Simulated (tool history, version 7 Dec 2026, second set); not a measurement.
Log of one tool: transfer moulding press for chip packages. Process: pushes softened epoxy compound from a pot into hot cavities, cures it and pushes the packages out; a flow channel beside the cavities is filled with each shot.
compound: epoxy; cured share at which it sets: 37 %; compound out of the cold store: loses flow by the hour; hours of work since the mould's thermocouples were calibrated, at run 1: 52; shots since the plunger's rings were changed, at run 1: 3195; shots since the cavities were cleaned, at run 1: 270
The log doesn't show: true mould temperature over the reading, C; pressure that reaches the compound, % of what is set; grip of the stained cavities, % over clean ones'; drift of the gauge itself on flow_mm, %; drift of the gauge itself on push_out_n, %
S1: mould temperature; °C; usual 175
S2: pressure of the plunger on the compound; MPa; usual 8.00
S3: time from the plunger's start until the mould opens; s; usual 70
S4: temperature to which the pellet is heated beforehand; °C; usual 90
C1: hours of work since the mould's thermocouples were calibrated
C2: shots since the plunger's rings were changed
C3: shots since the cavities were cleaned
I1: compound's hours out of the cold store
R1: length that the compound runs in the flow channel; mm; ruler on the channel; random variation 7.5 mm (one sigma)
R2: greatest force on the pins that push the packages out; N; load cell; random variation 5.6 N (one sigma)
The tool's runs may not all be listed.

run   hour   S1    S2   S3  S4   C1    C2   C3    I1   R1   R2
  1    0.0  175  8.00   70  90   52  3195  270  24.0  809  283
      16.0  -- cavities cleaned with cleaning compound and waxed
  2   16.0  175  8.00   70  90   58  3358    0  21.4  806  188
  3   33.2  175  8.00   70  90   66  3551  193  11.0  866  258
  4   49.1  175  8.00   70  90   73  3731  373  35.1  741  286
      56.3  -- cavities cleaned with cleaning compound and waxed
  5   68.1  175  8.96   70  90   81  3926  131  35.6  788  227
  6   76.1  175  8.00  110  90   84  4017  222  31.3  743  226
  7   87.6  175  8.00   82  90   90  4146  351  40.2  700  245
      96.7  -- cavities cleaned with cleaning compound and waxed
  8  102.9  175  8.00   82  90   96  4302   71  38.0  733  199
  9  112.7  175  8.00   82  99  100  4411  180  16.1  807  222
 10  122.4  172  8.00   82  99  104  4521  290  35.4  743  260
 11  130.9  175  8.00   70  90  108  4616  385  26.3  771  286
     137.7  -- cavities cleaned with cleaning compound and waxed
 12  149.2  175  7.13   70  90  116  4805  129  22.0  749  230
 13  160.0  171  8.00   80  87  120  4927  251  14.7  825  261
 14  170.3  179  7.81   80  87  125  5043  367  18.0  778  253

Run 15 comes next. What will it give?
     178.1  -- cavities cleaned with cleaning compound and waxed
     190.2  -- plunger's sealing rings changed
 15  191.3  175  7.30  95  90  133  13  120  31.3   ?   ?

{"run 15": {"R1": 775, "R2": 196}}
Without the tool's hidden state the same run would have given R1 777 mm, R2 161 N.
